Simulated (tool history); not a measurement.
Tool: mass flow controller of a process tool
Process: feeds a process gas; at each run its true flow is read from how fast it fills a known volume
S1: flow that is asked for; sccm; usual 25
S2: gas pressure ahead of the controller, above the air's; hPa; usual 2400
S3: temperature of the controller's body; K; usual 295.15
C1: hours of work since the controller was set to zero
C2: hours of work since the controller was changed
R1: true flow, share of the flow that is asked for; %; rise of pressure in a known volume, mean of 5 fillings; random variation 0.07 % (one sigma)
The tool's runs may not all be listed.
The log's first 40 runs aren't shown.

run 41 day=309.104 | S1=35 S2=2400 S3=308.15 | C1=4815 C2=4815 | R1=98.54
run 42 day=316.942 | S1=35 S2=2400 S3=308.15 | C1=4891 C2=4891 | R1=98.66
run 43 day=322.621 | S1=14 S2=2400 S3=298.15 | C1=4947 C2=4947 | R1=98.8
run 44 day=327.404 | S1=5 S2=2400 S3=303.15 | C1=4993 C2=4993 | R1=97.92
run 45 day=335.808 | S1=5 S2=2400 S3=303.15 | C1=5075 C2=5075 | R1=97.93
run 46 day=342.1 | S1=5 S2=2400 S3=303.15 | C1=5136 C2=5136 | R1=98.03
run 47 day=347.7 | S1=35 S2=2320 S3=299.15 | C1=5191 C2=5191 | R1=99.81
run 48 day=354.488 | S1=35 S2=2320 S3=299.15 | C1=5257 C2=5257 | R1=99.71

3 ways to go on from here, each from the tool as it stands after run 48. What would each give?
-- day=360.712 gauge calibrated
run A day=364.425 | S1=25 S2=2080 S3=294.15 | C1=5353 C2=5353 | R1=?
-- day=360.712 gauge calibrated
run B day=364.425 | S1=13 S2=2320 S3=303.15 | C1=5353 C2=5353 | R1=?
-- day=360.712 gauge calibrated
run C day=364.425 | S1=25 S2=1920 S3=295.15 | C1=5353 C2=5353 | R1=?

run=A R1=99.43
run=B R1=98.07
run=C R1=99.3
Without the tool's hidden state the same runs would have given:
run=A R1=99.43
run=B R1=98.08
run=C R1=99.3
